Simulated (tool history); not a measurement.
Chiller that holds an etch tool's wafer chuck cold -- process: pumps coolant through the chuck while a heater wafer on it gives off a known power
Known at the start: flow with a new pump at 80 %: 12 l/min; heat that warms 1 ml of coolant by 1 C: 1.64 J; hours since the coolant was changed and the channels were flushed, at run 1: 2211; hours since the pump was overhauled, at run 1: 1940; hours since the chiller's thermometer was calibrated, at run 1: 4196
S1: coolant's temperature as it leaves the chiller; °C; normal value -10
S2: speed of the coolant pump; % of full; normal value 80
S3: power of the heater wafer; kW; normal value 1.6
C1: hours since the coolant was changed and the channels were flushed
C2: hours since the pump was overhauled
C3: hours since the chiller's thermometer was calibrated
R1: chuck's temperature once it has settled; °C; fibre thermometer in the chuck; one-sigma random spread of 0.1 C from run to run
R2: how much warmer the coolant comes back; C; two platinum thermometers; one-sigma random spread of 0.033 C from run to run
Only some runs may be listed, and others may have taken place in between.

{"run": 1, "hour": 0.0, "S1": -10, "S2": 80, "S3": 1.6, "C1": 2211, "C2": 1940, "C3": 4196, "R1": 1.3, "R2": 5.06}
{"run": 2, "hour": 31.0, "S1": -10, "S2": 80, "S3": 1.6, "C1": 2242, "C2": 1971, "C3": 4228, "R1": 1.1, "R2": 5.02}
{"run": 3, "hour": 60.9, "S1": -10, "S2": 80, "S3": 1.6, "C1": 2272, "C2": 2001, "C3": 4257, "R1": 1.1, "R2": 5.05}
{"run": 4, "hour": 101.6, "S1": -10, "S2": 80, "S3": 1.6, "C1": 2313, "C2": 2042, "C3": 4298, "R1": 1.1, "R2": 5.02}
{"run": 5, "hour": 142.9, "S1": -10, "S2": 80, "S3": 1.6, "C1": 2354, "C2": 2083, "C3": 4339, "R1": 1.1, "R2": 5.06}
{"run": 6, "hour": 164.8, "S1": -10, "S2": 72, "S3": 1.6, "C1": 2376, "C2": 2105, "C3": 4361, "R1": 2.1, "R2": 5.53}
{"run": 7, "hour": 189.4, "S1": -10, "S2": 72, "S3": 1.6, "C1": 2401, "C2": 2129, "C3": 4386, "R1": 2.2, "R2": 5.63}
{"run": 8, "hour": 228.5, "S1": -18, "S2": 80, "S3": 1.6, "C1": 2440, "C2": 2169, "C3": 4425, "R1": -6.6, "R2": 5.07}
{"run": 9, "hour": 259.5, "S1": -18, "S2": 80, "S3": 1.6, "C1": 2471, "C2": 2200, "C3": 4456, "R1": -6.9, "R2": 5.05}
{"run": 10, "hour": 286.1, "S1": -18, "S2": 80, "S3": 1.289, "C1": 2497, "C2": 2226, "C3": 4483, "R1": -9.1, "R2": 4.07}
{"hour": 290.3, "done": "chiller's thermometer calibrated"}
{"run": 11, "hour": 310.2, "S1": -18, "S2": 80, "S3": 1.289, "C1": 2520, "C2": 2249, "C3": 20, "R1": -9.1, "R2": 4.06}
{"run": 12, "hour": 348.8, "S1": -18, "S2": 80, "S3": 1.289, "C1": 2559, "C2": 2288, "C3": 58, "R1": -9.3, "R2": 4.06}
{"run": 13, "hour": 387.9, "S1": -10, "S2": 80, "S3": 1.6, "C1": 2598, "C2": 2327, "C3": 98, "R1": 1.3, "R2": 5.15}
{"run": 14, "hour": 425.0, "S1": -10, "S2": 80, "S3": 1.6, "C1": 2635, "C2": 2364, "C3": 135, "R1": 1.1, "R2": 5.04}
{"run": 15, "hour": 453.6, "S1": -5, "S2": 80, "S3": 1.947, "C1": 2664, "C2": 2393, "C3": 163, "R1": 8.7, "R2": 6.22}
{"run": 16, "hour": 499.0, "S1": -11, "S2": 62, "S3": 1.6, "C1": 2709, "C2": 2438, "C3": 209, "R1": 3, "R2": 6.45}
{"run": 17, "hour": 538.4, "S1": -11, "S2": 62, "S3": 1.6, "C1": 2749, "C2": 2477, "C3": 248, "R1": 3, "R2": 6.53}
{"hour": 580.2, "done": "chiller's thermometer calibrated, once more"}
{"run": 18, "hour": 580.2, "S1": -1, "S2": 71, "S3": 1.829, "C1": 2790, "C2": 2518, "C3": 0, "R1": 13.5, "R2": 6.54}
{"run": 19, "hour": 628.5, "S1": -9, "S2": 76, "S3": 0.951, "C1": 2838, "C2": 2567, "C3": 48, "R1": -1.9, "R2": 3.17}
{"run": 20, "hour": 662.4, "S1": -2, "S2": 88, "S3": 0.951, "C1": 2872, "C2": 2600, "C3": 82, "R1": 4.3, "R2": 2.8}
{"run": 21, "hour": 709.5, "S1": -2, "S2": 77, "S3": 0.964, "C1": 2919, "C2": 2648, "C3": 129, "R1": 5.2, "R2": 3.16}
{"run": 22, "hour": 746.0, "S1": -2, "S2": 77, "S3": 0.964, "C1": 2955, "C2": 2684, "C3": 166, "R1": 5.2, "R2": 3.19}
{"run": 23, "hour": 795.7, "S1": -2, "S2": 77, "S3": 0.964, "C1": 3005, "C2": 2734, "C3": 215, "R1": 5.2, "R2": 3.19}
{"run": 24, "hour": 823.8, "S1": -11, "S2": 96, "S3": 1.6, "C1": 3033, "C2": 2762, "C3": 244, "R1": -1.2, "R2": 4.3}
{"run": 25, "hour": 862.2, "S1": -11, "S2": 96, "S3": 1.6, "C1": 3072, "C2": 2800, "C3": 282, "R1": -1.1, "R2": 4.22}
{"run": 26, "hour": 882.9, "S1": -11, "S2": 96, "S3": 1.6, "C1": 3092, "C2": 2821, "C3": 303, "R1": -1.2, "R2": 4.21}
{"run": 27, "hour": 932.5, "S1": -11, "S2": 96, "S3": 1.6, "C1": 3142, "C2": 2871, "C3": 352, "R1": -1, "R2": 4.27}
{"run": 28, "hour": 957.0, "S1": -11, "S2": 96, "S3": 1.6, "C1": 3166, "C2": 2895, "C3": 377, "R1": -0.9, "R2": 4.31}

Predict each of these 4 candidate next runs independently; none follows another, all start after run 28:
{"run": "A", "hour": 983.8, "S1": -8, "S2": 80, "S3": 1.6, "C1": 3193, "C2": 2922, "C3": 404, "R1": "?", "R2": "?"}
{"run": "B", "hour": 983.8, "S1": -10, "S2": 65, "S3": 1.6, "C1": 3193, "C2": 2922, "C3": 404, "R1": "?", "R2": "?"}
{"run": "C", "hour": 983.8, "S1": -10, "S2": 80, "S3": 1.042, "C1": 3193, "C2": 2922, "C3": 404, "R1": "?", "R2": "?"}
{"run": "D", "hour": 983.8, "S1": -15, "S2": 65, "S3": 1.6, "C1": 3193, "C2": 2922, "C3": 404, "R1": "?", "R2": "?"}

run=A R1=3.8 R2=5.09
run=B R1=3.8 R2=6.26
run=C R1=-2.4 R2=3.33
run=D R1=-1.1 R2=6.22
With the hidden condition removed and each run's random variation left untouched, the same runs would have given:
run=A R1=2.6 R2=4.88
run=B R1=2.4 R2=6
run=C R1=-3.2 R2=3.2
run=D R1=-2.5 R2=5.96
